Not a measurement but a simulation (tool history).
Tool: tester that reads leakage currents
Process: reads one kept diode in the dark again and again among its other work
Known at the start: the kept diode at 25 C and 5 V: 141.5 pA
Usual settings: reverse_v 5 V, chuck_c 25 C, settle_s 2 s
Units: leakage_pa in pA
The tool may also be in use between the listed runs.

run    hour  reverse_v  chuck_c  settle_s  leakage_pa
  1       0          5       25         2      142.79
  2    50.6          5       25         2      141.88
  3   101.4          5       25         2       143.3
  4   144.4          5       25         2      142.14
  5   183.5          5       25         2      141.72
  6   230.7          5       25         2       142.3
  7   254.4          5       25      0.92      142.86
  8   276.8          5       25      0.92      143.07
  9   322.5          5       25         2      142.18
 10   351.9          5       25      9.02      141.55
 11   384.6          5       28         2      188.03
 12   435.8      16.33       25         2      250.71
 13   467.5      16.33       25         2      250.86
 14   506.1          5       25         2      142.53
 15   530.3          5       25         2      142.05
      537.2  -- chuck's temperature calibrated
 16   569.9       3.02       25         2      112.46
 17   592.3       1.68       25      3.37       85.12
 18     619          5       57      7.41      2099.6
 19   652.7          5       25         2      141.73
 20   675.6          5       38         2      454.79
 21   729.7          5       38         2       451.1
 22   768.6      18.66       23      3.54      220.62
 23   803.1          5       34         2      321.99
 24   838.8        1.1       25      9.25       69.27
 25   887.8          5       32      0.79      269.43
 26   933.2          5       32      0.79      271.36
 27   959.6          5       32      0.79      269.43
 28  1005.3       7.69       40      2.82      662.04
 29  1027.8       5.51       25      3.75      148.45

Forecast each of these 3 alternatives for the next run:
  A  1051.9       5.51       25      1.42           ?
  B  1051.9      11.38       44      2.79           ?
  C  1051.9       5.01       50      2.54           ?

run  leakage_pa
  A      149.42
  B     1106.51
  C     1226.16
Without the tool's hidden state the same runs would have given:
run  leakage_pa
  A      149.37
  B     1106.31
  C     1225.98
